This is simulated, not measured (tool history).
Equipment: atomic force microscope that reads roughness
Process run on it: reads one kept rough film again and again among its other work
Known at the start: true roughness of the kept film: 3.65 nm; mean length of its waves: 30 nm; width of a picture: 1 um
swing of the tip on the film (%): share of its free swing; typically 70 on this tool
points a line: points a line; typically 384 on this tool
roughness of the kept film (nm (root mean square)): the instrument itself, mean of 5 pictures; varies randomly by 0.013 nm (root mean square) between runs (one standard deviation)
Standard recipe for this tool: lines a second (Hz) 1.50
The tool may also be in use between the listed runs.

run,hour,lines a second (Hz),swing of the tip on the film (%),points a line,roughness of the kept film (nm (root mean square))
1,0.0,1.50,70,384,2.448
2,21.5,1.50,70,384,2.412
3,42.5,1.50,70,384,2.358
# hour 61.2: new tip fitted
4,65.3,1.50,70,384,3.039
5,101.3,1.50,70,384,2.912
6,129.6,1.50,70,384,2.820
7,147.4,0.77,70,384,2.843
8,181.4,0.77,70,384,2.728
9,205.9,0.77,70,384,2.673
10,236.0,0.77,70,384,2.578
11,271.5,1.50,70,482,2.427
# hour 280.1: new tip fitted
12,289.0,2.73,60,482,3.033
13,305.6,1.53,70,417,2.943
14,329.1,1.94,70,539,2.838
15,355.3,3.22,62,952,2.731
16,375.8,3.65,70,544,2.528
17,406.9,0.88,63,409,2.733
18,439.2,0.88,63,409,2.610
19,469.7,1.24,72,838,2.484

Some steps in roughness of the kept film (nm (root mean square)) between neighbouring runs. How much of each would the tool show without its hidden state too (settings, what came in, random variation), and how much is left for the hidden state, with any gauge scatter that isn't in both results?
Unlogged tool condition in this case: radius of the tip, nm; height scale over the true one, %; drift of the gauge itself on roughness_nm, %.
Run 3 -> 4: new tip fitted. roughness of the kept film (nm (root mean square)) +0.681: hidden state +0.682, all else -0.001.
